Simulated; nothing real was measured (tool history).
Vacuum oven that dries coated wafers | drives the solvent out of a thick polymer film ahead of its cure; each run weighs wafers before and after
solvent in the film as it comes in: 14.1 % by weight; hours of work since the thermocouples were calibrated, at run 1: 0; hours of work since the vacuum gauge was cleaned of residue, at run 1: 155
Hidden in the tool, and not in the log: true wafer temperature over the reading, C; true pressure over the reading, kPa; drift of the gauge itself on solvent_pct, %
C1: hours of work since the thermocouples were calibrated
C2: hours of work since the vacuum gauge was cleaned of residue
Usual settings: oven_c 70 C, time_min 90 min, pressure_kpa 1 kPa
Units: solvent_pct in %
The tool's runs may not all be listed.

run 1 day=0 | oven_c=70 time_min=90 pressure_kpa=1 | C1=0 C2=155 | solvent_pct=1.41
run 2 day=0.925 | oven_c=70 time_min=90 pressure_kpa=1 | C1=14 C2=169 | solvent_pct=1.39
run 3 day=1.85 | oven_c=70 time_min=90 pressure_kpa=1 | C1=29 C2=183 | solvent_pct=1.44
run 4 day=2.35 | oven_c=70 time_min=90 pressure_kpa=3.29 | C1=36 C2=191 | solvent_pct=3.07
run 5 day=3.362 | oven_c=70 time_min=90 pressure_kpa=3.29 | C1=52 C2=207 | solvent_pct=2.98
run 6 day=4.296 | oven_c=70 time_min=57 pressure_kpa=1 | C1=67 C2=221 | solvent_pct=2.63
run 7 day=4.979 | oven_c=70 time_min=63 pressure_kpa=1 | C1=77 C2=232 | solvent_pct=2.31
run 8 day=5.558 | oven_c=70 time_min=63 pressure_kpa=1 | C1=86 C2=241 | solvent_pct=2.29
run 9 day=6.217 | oven_c=63 time_min=90 pressure_kpa=1 | C1=96 C2=251 | solvent_pct=2.45
run 10 day=6.962 | oven_c=70 time_min=90 pressure_kpa=1 | C1=108 C2=263 | solvent_pct=1.39
run 11 day=8.075 | oven_c=70 time_min=90 pressure_kpa=1 | C1=125 C2=280 | solvent_pct=1.51
run 12 day=8.692 | oven_c=70 time_min=90 pressure_kpa=1 | C1=135 C2=289 | solvent_pct=1.43
run 13 day=9.242 | oven_c=70 time_min=63 pressure_kpa=1 | C1=143 C2=298 | solvent_pct=2.25
run 14 day=9.833 | oven_c=70 time_min=75 pressure_kpa=1 | C1=153 C2=307 | solvent_pct=1.88
run 15 day=10.433 | oven_c=70 time_min=90 pressure_kpa=1 | C1=162 C2=316 | solvent_pct=1.39
run 16 day=11.138 | oven_c=70 time_min=90 pressure_kpa=2.74 | C1=173 C2=327 | solvent_pct=2.65
run 17 day=11.917 | oven_c=70 time_min=78 pressure_kpa=2.74 | C1=185 C2=339 | solvent_pct=2.88
run 18 day=12.704 | oven_c=70 time_min=78 pressure_kpa=2.74 | C1=197 C2=352 | solvent_pct=2.87
run 19 day=13.296 | oven_c=70 time_min=78 pressure_kpa=2.74 | C1=206 C2=361 | solvent_pct=2.9
run 20 day=13.879 | oven_c=70 time_min=78 pressure_kpa=1.35 | C1=215 C2=370 | solvent_pct=1.92
run 21 day=14.371 | oven_c=70 time_min=78 pressure_kpa=1.35 | C1=223 C2=378 | solvent_pct=2.04
run 22 day=15.429 | oven_c=70 time_min=78 pressure_kpa=1.35 | C1=239 C2=394 | solvent_pct=1.9
run 23 day=16.108 | oven_c=70 time_min=78 pressure_kpa=1.35 | C1=250 C2=405 | solvent_pct=1.94
run 24 day=16.612 | oven_c=85 time_min=61 pressure_kpa=2.63 | C1=258 C2=412 | solvent_pct=1.3
run 25 day=17.758 | oven_c=70 time_min=119 pressure_kpa=1 | C1=275 C2=430 | solvent_pct=1.1
run 26 day=18.875 | oven_c=56 time_min=111 pressure_kpa=0.82 | C1=293 C2=447 | solvent_pct=3.02
run 27 day=19.908 | oven_c=56 time_min=111 pressure_kpa=0.82 | C1=309 C2=463 | solvent_pct=3.08
run 28 day=20.588 | oven_c=65 time_min=111 pressure_kpa=1.41 | C1=319 C2=474 | solvent_pct=2.02
run 29 day=21.6 | oven_c=76 time_min=158 pressure_kpa=2.7 | C1=335 C2=490 | solvent_pct=1.56
run 30 day=22.7 | oven_c=76 time_min=158 pressure_kpa=2.7 | C1=352 C2=507 | solvent_pct=1.7
run 31 day=23.629 | oven_c=70 time_min=140 pressure_kpa=1.2 | C1=366 C2=521 | solvent_pct=1.08
run 32 day=24.383 | oven_c=82 time_min=111 pressure_kpa=0.9 | C1=378 C2=533 | solvent_pct=0.49
run 33 day=25.267 | oven_c=81 time_min=100 pressure_kpa=1 | C1=392 C2=547 | solvent_pct=0.55
run 34 day=25.971 | oven_c=69 time_min=90 pressure_kpa=0.94 | C1=403 C2=557 | solvent_pct=1.61
run 35 day=26.762 | oven_c=69 time_min=90 pressure_kpa=0.94 | C1=415 C2=570 | solvent_pct=1.56
run 36 day=27.479 | oven_c=60 time_min=50 pressure_kpa=2.72 | C1=426 C2=581 | solvent_pct=6.42
run 37 day=28.204 | oven_c=74 time_min=90 pressure_kpa=1.07 | C1=437 C2=592 | solvent_pct=1.15
run 38 day=29.121 | oven_c=70 time_min=92 pressure_kpa=3.38 | C1=452 C2=606 | solvent_pct=3.02
run 39 day=30.188 | oven_c=70 time_min=92 pressure_kpa=3.38 | C1=468 C2=623 | solvent_pct=3.02
run 40 day=31.129 | oven_c=76 time_min=129 pressure_kpa=0.51 | C1=483 C2=637 | solvent_pct=0.39
run 41 day=31.825 | oven_c=58 time_min=144 pressure_kpa=0.96 | C1=494 C2=648 | solvent_pct=2.2
run 42 day=32.454 | oven_c=62 time_min=75 pressure_kpa=1.41 | C1=503 C2=658 | solvent_pct=3.59
run 43 day=33.538 | oven_c=68 time_min=90 pressure_kpa=2.54 | C1=520 C2=675 | solvent_pct=2.83
run 44 day=34.267 | oven_c=83 time_min=53 pressure_kpa=2.28 | C1=531 C2=686 | solvent_pct=1.55
run 45 day=35.283 | oven_c=64 time_min=92 pressure_kpa=2.87 | C1=547 C2=702 | solvent_pct=3.91
run 46 day=35.833 | oven_c=64 time_min=92 pressure_kpa=1.19 | C1=556 C2=710 | solvent_pct=2.43

5 ways to go on from here, each from the tool as it stands after run 46. What would each give?
run A day=36.371 | oven_c=82 time_min=62 pressure_kpa=3.48 | C1=564 C2=719 | solvent_pct=?
run B day=36.371 | oven_c=64 time_min=109 pressure_kpa=1.19 | C1=564 C2=719 | solvent_pct=?
run C day=36.371 | oven_c=64 time_min=99 pressure_kpa=2.91 | C1=564 C2=719 | solvent_pct=?
run D day=36.371 | oven_c=75 time_min=92 pressure_kpa=1.19 | C1=564 C2=719 | solvent_pct=?
run E day=36.371 | oven_c=64 time_min=92 pressure_kpa=0.68 | C1=564 C2=719 | solvent_pct=?

run=A solvent_pct=1.97
run=B solvent_pct=2.04
run=C solvent_pct=3.71
run=D solvent_pct=1.12
run=E solvent_pct=2.03
Without the tool's hidden state the same runs would have given:
run=A solvent_pct=1.92
run=B solvent_pct=1.9
run=C solvent_pct=3.6
run=D solvent_pct=1.01
run=E solvent_pct=1.9

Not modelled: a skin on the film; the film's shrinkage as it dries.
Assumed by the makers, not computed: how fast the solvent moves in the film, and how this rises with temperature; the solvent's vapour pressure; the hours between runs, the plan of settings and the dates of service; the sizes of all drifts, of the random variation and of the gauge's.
